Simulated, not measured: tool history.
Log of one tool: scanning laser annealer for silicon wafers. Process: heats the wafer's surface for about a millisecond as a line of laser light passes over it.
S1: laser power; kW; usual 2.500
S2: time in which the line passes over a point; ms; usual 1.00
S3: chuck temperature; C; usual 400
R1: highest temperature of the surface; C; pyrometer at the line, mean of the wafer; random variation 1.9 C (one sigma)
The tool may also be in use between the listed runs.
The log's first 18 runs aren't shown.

run,hour,S1,S2,S3,R1
19,324.4,2.500,0.75,400,990
20,334.9,2.500,0.75,400,992
21,354.9,2.626,1.00,400,1129
22,366.0,2.626,1.00,388,1111
23,381.1,2.340,0.98,427,1056
24,391.0,2.500,1.00,415,1102
25,406.9,2.389,1.09,400,1086
26,426.9,2.153,1.12,394,1013
27,442.0,2.417,0.95,400,1039
28,451.7,2.147,1.05,428,1025
29,469.5,2.268,0.93,382,975
30,481.3,2.268,0.93,382,975
31,502.5,2.267,1.17,368,1035
# hour 515.2: window over the wafer cleaned
32,517.6,2.267,1.17,368,1054
33,536.2,2.267,1.17,368,1055
34,551.4,2.459,0.92,400,1058
35,566.7,2.459,1.04,400,1103
36,588.6,2.452,1.00,400,1084
37,603.8,2.384,0.92,400,1036
38,615.5,2.687,0.86,391,1089
39,629.6,2.687,0.86,391,1089
40,639.1,2.227,0.71,400,914
41,650.3,2.500,0.76,400,999

4 ways to go on from here, each from the tool as it stands after run 41. What would each give?
A,668.5,2.735,0.85,433,?
B,668.5,2.500,1.06,400,?
C,668.5,2.500,1.17,400,?
D,668.5,2.150,1.06,431,?

run,R1
A,1140
B,1120
C,1160
D,1042
Without the tool's hidden state the same runs would have given:
run,R1
A,1146
B,1126
C,1167
D,1047
